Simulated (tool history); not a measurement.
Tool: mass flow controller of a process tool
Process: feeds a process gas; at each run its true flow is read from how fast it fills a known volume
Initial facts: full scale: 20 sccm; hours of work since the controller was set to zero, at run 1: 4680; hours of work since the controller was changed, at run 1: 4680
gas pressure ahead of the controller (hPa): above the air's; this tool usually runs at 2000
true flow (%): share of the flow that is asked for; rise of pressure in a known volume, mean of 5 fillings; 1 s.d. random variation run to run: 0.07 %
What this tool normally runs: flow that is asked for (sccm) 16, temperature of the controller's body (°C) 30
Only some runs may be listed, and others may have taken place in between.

| run | hour | flow that is asked for (sccm) | gas pressure ahead of the controller (hPa) | temperature of the controller's body (°C) | hours of work since the controller was set to zero | hours of work since the controller was changed | true flow (%) |
|---|---|---|---|---|---|---|---|
| 1 | 0.0 | 16 | 2000 | 30 | 4680 | 4680 | 101.24 |
| 2 | 250.2 | 16 | 2000 | 30 | 4830 | 4830 | 101.34 |
| 3 | 388.9 | 5 | 2000 | 30 | 4914 | 4914 | 102.51 |
| 4 | 578.5 | 16 | 2000 | 30 | 5028 | 5028 | 101.39 |
| 5 | 761.3 | 16 | 2000 | 30 | 5139 | 5139 | 101.38 |
| 6 | 975.0 | 16 | 2000 | 20 | 5267 | 5267 | 101.79 |
| 7 | 1243.7 | 16 | 2000 | 20 | 5429 | 5429 | 102.02 |
| 8 | 1404.7 | 16 | 2000 | 20 | 5527 | 5527 | 102.03 |
|  | 1543.4 | controller's zero set anew |
| 9 | 1543.4 | 16 | 2000 | 20 | 0 | 5610 | 102.31 |
| 10 | 1779.2 | 16 | 2000 | 20 | 142 | 5752 | 102.57 |
| 11 | 1909.4 | 16 | 2000 | 20 | 221 | 5831 | 102.32 |
| 12 | 2031.3 | 16 | 2000 | 20 | 294 | 5904 | 102.50 |
| 13 | 2177.4 | 12 | 1530 | 34 | 382 | 5992 | 101.87 |

Run 14, settings as shown, results not yet in. Your forecast:
|  | 2363.1 | controller's zero set anew, once more |
| 14 | 2449.4 | 12 | 1530 | 34 | 52 | 6156 | ? |

true flow (%): 99.64
Were there no unlogged condition in the tool, this run, its random variation unchanged, would have produced true flow (%) 98.49.
